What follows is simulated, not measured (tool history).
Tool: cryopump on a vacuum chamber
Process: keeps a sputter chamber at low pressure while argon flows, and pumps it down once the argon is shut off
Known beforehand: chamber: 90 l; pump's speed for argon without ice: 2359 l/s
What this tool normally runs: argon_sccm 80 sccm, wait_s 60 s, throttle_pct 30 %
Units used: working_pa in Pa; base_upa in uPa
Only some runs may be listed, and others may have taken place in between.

{"run": 1, "hour": 0.0, "argon_sccm": 80, "wait_s": 60, "throttle_pct": 30, "working_pa": 0.2, "base_upa": 0.68}
{"run": 2, "hour": 67.6, "argon_sccm": 80, "wait_s": 60, "throttle_pct": 30, "working_pa": 0.2022, "base_upa": 0.73}
{"run": 3, "hour": 157.0, "argon_sccm": 76, "wait_s": 60, "throttle_pct": 30, "working_pa": 0.1944, "base_upa": 0.73}
{"run": 4, "hour": 215.3, "argon_sccm": 76, "wait_s": 60, "throttle_pct": 30, "working_pa": 0.1956, "base_upa": 0.77}
{"run": 5, "hour": 265.2, "argon_sccm": 76, "wait_s": 60, "throttle_pct": 30, "working_pa": 0.1968, "base_upa": 0.79}
{"run": 6, "hour": 340.5, "argon_sccm": 76, "wait_s": 60, "throttle_pct": 30, "working_pa": 0.201, "base_upa": 0.77}
{"run": 7, "hour": 400.5, "argon_sccm": 76, "wait_s": 60, "throttle_pct": 30, "working_pa": 0.2056, "base_upa": 0.76}
{"run": 8, "hour": 499.0, "argon_sccm": 76, "wait_s": 60, "throttle_pct": 30, "working_pa": 0.2077, "base_upa": 0.83}
{"hour": 554.1, "done": "pump warmed up, emptied and cooled again"}
{"run": 9, "hour": 561.1, "argon_sccm": 80, "wait_s": 60, "throttle_pct": 18, "working_pa": 0.3206, "base_upa": 0.78}
{"run": 10, "hour": 658.0, "argon_sccm": 80, "wait_s": 60, "throttle_pct": 18, "working_pa": 0.3228, "base_upa": 0.79}
{"run": 11, "hour": 735.9, "argon_sccm": 80, "wait_s": 60, "throttle_pct": 18, "working_pa": 0.3251, "base_upa": 0.85}
{"run": 12, "hour": 816.0, "argon_sccm": 115, "wait_s": 63, "throttle_pct": 25, "working_pa": 0.3436, "base_upa": 0.85}
{"run": 13, "hour": 921.6, "argon_sccm": 110, "wait_s": 189, "throttle_pct": 26, "working_pa": 0.3228, "base_upa": 0.54}
{"run": 14, "hour": 995.8, "argon_sccm": 105, "wait_s": 60, "throttle_pct": 30, "working_pa": 0.2728, "base_upa": 0.91}
{"run": 15, "hour": 1062.3, "argon_sccm": 105, "wait_s": 60, "throttle_pct": 30, "working_pa": 0.276, "base_upa": 0.93}
{"run": 16, "hour": 1125.3, "argon_sccm": 99, "wait_s": 148, "throttle_pct": 45, "working_pa": 0.1842, "base_upa": 0.73}
{"run": 17, "hour": 1176.6, "argon_sccm": 99, "wait_s": 148, "throttle_pct": 45, "working_pa": 0.187, "base_upa": 0.7}
{"run": 18, "hour": 1224.8, "argon_sccm": 45, "wait_s": 27, "throttle_pct": 19, "working_pa": 0.1875, "base_upa": 1.67}

Alternative continuations, all from the tool just after run 18; predict every row:
{"run": "A", "hour": 1309.7, "argon_sccm": 45, "wait_s": 131, "throttle_pct": 19, "working_pa": "?", "base_upa": "?"}
{"run": "B", "hour": 1309.7, "argon_sccm": 130, "wait_s": 23, "throttle_pct": 32, "working_pa": "?", "base_upa": "?"}
{"run": "C", "hour": 1309.7, "argon_sccm": 45, "wait_s": 69, "throttle_pct": 24, "working_pa": "?", "base_upa": "?"}

run=A working_pa=0.1877 base_upa=0.84
run=B working_pa=0.3407 base_upa=1.88
run=C working_pa=0.1528 base_upa=1.02
With no hidden state in the tool, these same runs would have given:
run=A working_pa=0.1705 base_upa=0.39
run=B working_pa=0.2911 base_upa=1.43
run=C working_pa=0.1356 base_upa=0.57
